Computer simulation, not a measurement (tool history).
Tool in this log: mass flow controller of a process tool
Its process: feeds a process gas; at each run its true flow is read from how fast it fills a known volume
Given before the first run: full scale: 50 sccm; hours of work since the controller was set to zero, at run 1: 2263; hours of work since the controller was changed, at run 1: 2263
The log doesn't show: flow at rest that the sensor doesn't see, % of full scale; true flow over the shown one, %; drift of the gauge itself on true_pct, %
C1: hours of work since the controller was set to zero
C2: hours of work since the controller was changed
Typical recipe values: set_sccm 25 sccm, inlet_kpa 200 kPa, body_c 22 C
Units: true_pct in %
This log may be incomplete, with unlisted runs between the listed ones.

run 1 hour=0.0 | set_sccm=25 inlet_kpa=200 body_c=22 | C1=2263 C2=2263 | true_pct=99.90
run 2 hour=145.8 | set_sccm=25 inlet_kpa=200 body_c=22 | C1=2347 C2=2347 | true_pct=100.01
run 3 hour=431.6 | set_sccm=25 inlet_kpa=200 body_c=22 | C1=2512 C2=2512 | true_pct=99.96
run 4 hour=643.6 | set_sccm=25 inlet_kpa=200 body_c=33 | C1=2635 C2=2635 | true_pct=100.54
run 5 hour=769.3 | set_sccm=25 inlet_kpa=200 body_c=22 | C1=2708 C2=2708 | true_pct=100.10
run 6 hour=1050.6 | set_sccm=25 inlet_kpa=200 body_c=22 | C1=2871 C2=2871 | true_pct=100.24
run 7 hour=1233.4 | set_sccm=25 inlet_kpa=200 body_c=22 | C1=2976 C2=2976 | true_pct=100.35
run 8 hour=1469.5 | set_sccm=25 inlet_kpa=200 body_c=22 | C1=3113 C2=3113 | true_pct=100.48
run 9 hour=1712.2 | set_sccm=25 inlet_kpa=200 body_c=22 | C1=3253 C2=3253 | true_pct=100.51
run 10 hour=2009.4 | set_sccm=25 inlet_kpa=200 body_c=22 | C1=3425 C2=3425 | true_pct=100.60
run 11 hour=2242.9 | set_sccm=25 inlet_kpa=200 body_c=22 | C1=3561 C2=3561 | true_pct=100.88
run 12 hour=2470.7 | set_sccm=25 inlet_kpa=200 body_c=22 | C1=3692 C2=3692 | true_pct=100.81
run 13 hour=2618.8 | set_sccm=25 inlet_kpa=200 body_c=40 | C1=3778 C2=3778 | true_pct=101.72
run 14 hour=2900.6 | set_sccm=25 inlet_kpa=200 body_c=40 | C1=3941 C2=3941 | true_pct=101.71
run 15 hour=3140.7 | set_sccm=44 inlet_kpa=200 body_c=22 | C1=4080 C2=4080 | true_pct=101.37
run 16 hour=3274.1 | set_sccm=44 inlet_kpa=200 body_c=22 | C1=4157 C2=4157 | true_pct=101.50
run 17 hour=3539.1 | set_sccm=25 inlet_kpa=200 body_c=32 | C1=4311 C2=4311 | true_pct=101.75
run 18 hour=3661.8 | set_sccm=6 inlet_kpa=200 body_c=22 | C1=4382 C2=4382 | true_pct=107.09
run 19 hour=3899.5 | set_sccm=25 inlet_kpa=226 body_c=22 | C1=4519 C2=4519 | true_pct=101.33
run 20 hour=4181.6 | set_sccm=21 inlet_kpa=226 body_c=22 | C1=4683 C2=4683 | true_pct=101.61
run 21 hour=4465.9 | set_sccm=33 inlet_kpa=200 body_c=22 | C1=4847 C2=4847 | true_pct=101.52
run 22 hour=4620.6 | set_sccm=33 inlet_kpa=200 body_c=22 | C1=4937 C2=4937 | true_pct=101.64
run 23 hour=4773.7 | set_sccm=25 inlet_kpa=200 body_c=22 | C1=5025 C2=5025 | true_pct=101.66
-- hour=4908.4 controller's zero set anew
run 24 hour=5008.7 | set_sccm=25 inlet_kpa=200 body_c=22 | C1=58 C2=5161 | true_pct=99.22
run 25 hour=5261.8 | set_sccm=35 inlet_kpa=200 body_c=23 | C1=205 C2=5308 | true_pct=100.07
run 26 hour=5440.3 | set_sccm=35 inlet_kpa=200 body_c=23 | C1=308 C2=5411 | true_pct=100.17
run 27 hour=5718.6 | set_sccm=7 inlet_kpa=150 body_c=32 | C1=469 C2=5572 | true_pct=99.51
run 28 hour=5923.2 | set_sccm=25 inlet_kpa=142 body_c=23 | C1=587 C2=5690 | true_pct=99.81
run 29 hour=6176.8 | set_sccm=34 inlet_kpa=200 body_c=20 | C1=734 C2=5837 | true_pct=99.95
run 30 hour=6469.6 | set_sccm=34 inlet_kpa=206 body_c=26 | C1=904 C2=6007 | true_pct=100.58
run 31 hour=6645.8 | set_sccm=24 inlet_kpa=175 body_c=26 | C1=1006 C2=6109 | true_pct=100.17
run 32 hour=6935.0 | set_sccm=24 inlet_kpa=175 body_c=26 | C1=1173 C2=6276 | true_pct=100.17
run 33 hour=7195.8 | set_sccm=24 inlet_kpa=175 body_c=26 | C1=1324 C2=6427 | true_pct=100.27
run 34 hour=7385.1 | set_sccm=25 inlet_kpa=200 body_c=36 | C1=1433 C2=6536 | true_pct=100.79
run 35 hour=7624.5 | set_sccm=25 inlet_kpa=200 body_c=36 | C1=1572 C2=6675 | true_pct=100.90
run 36 hour=7915.6 | set_sccm=18 inlet_kpa=200 body_c=22 | C1=1740 C2=6843 | true_pct=100.43
run 37 hour=8186.7 | set_sccm=5 inlet_kpa=200 body_c=22 | C1=1897 C2=7000 | true_pct=103.14
run 38 hour=8436.7 | set_sccm=49 inlet_kpa=264 body_c=22 | C1=2042 C2=7145 | true_pct=101.56
run 39 hour=8660.6 | set_sccm=28 inlet_kpa=200 body_c=21 | C1=2172 C2=7275 | true_pct=100.58
run 40 hour=8956.2 | set_sccm=28 inlet_kpa=200 body_c=21 | C1=2343 C2=7446 | true_pct=100.86
run 41 hour=9080.6 | set_sccm=25 inlet_kpa=229 body_c=38 | C1=2415 C2=7518 | true_pct=101.40
run 42 hour=9258.6 | set_sccm=6 inlet_kpa=141 body_c=25 | C1=2518 C2=7621 | true_pct=104.05
run 43 hour=9390.1 | set_sccm=6 inlet_kpa=141 body_c=25 | C1=2594 C2=7697 | true_pct=104.20
run 44 hour=9655.7 | set_sccm=28 inlet_kpa=141 body_c=28 | C1=2748 C2=7851 | true_pct=101.56
-- hour=9850.5 controller exchanged for a calibrated one
run 45 hour=9850.5 | set_sccm=28 inlet_kpa=141 body_c=28 | C1=0 C2=0 | true_pct=98.62
run 46 hour=10056.7 | set_sccm=28 inlet_kpa=141 body_c=28 | C1=119 C2=119 | true_pct=98.80
run 47 hour=10323.9 | set_sccm=28 inlet_kpa=141 body_c=28 | C1=274 C2=274 | true_pct=98.91
run 48 hour=10622.1 | set_sccm=29 inlet_kpa=237 body_c=32 | C1=447 C2=447 | true_pct=98.88

Across each entry between runs, compare the hidden state at the last listed run before it with the hidden state at the first listed run after it:
Logged between run 23 and run 24: controller's zero set anew (hour 4908.4)
  flow at rest that the sensor doesn't see, % of full scale: 1.287 -> 0.028; true flow over the shown one, %: 0.98 -> 1
  measured minus no-state result, true_pct: +3.55 -> +1.06 %
Logged between run 44 and run 45: controller exchanged for a calibrated one (hour 9850.5)
  flow at rest that the sensor doesn't see, % of full scale: 0.708 -> 0.062; true flow over the shown one, %: 1.48 -> -0.25
  measured minus no-state result, true_pct: +2.74 -> -0.14 %

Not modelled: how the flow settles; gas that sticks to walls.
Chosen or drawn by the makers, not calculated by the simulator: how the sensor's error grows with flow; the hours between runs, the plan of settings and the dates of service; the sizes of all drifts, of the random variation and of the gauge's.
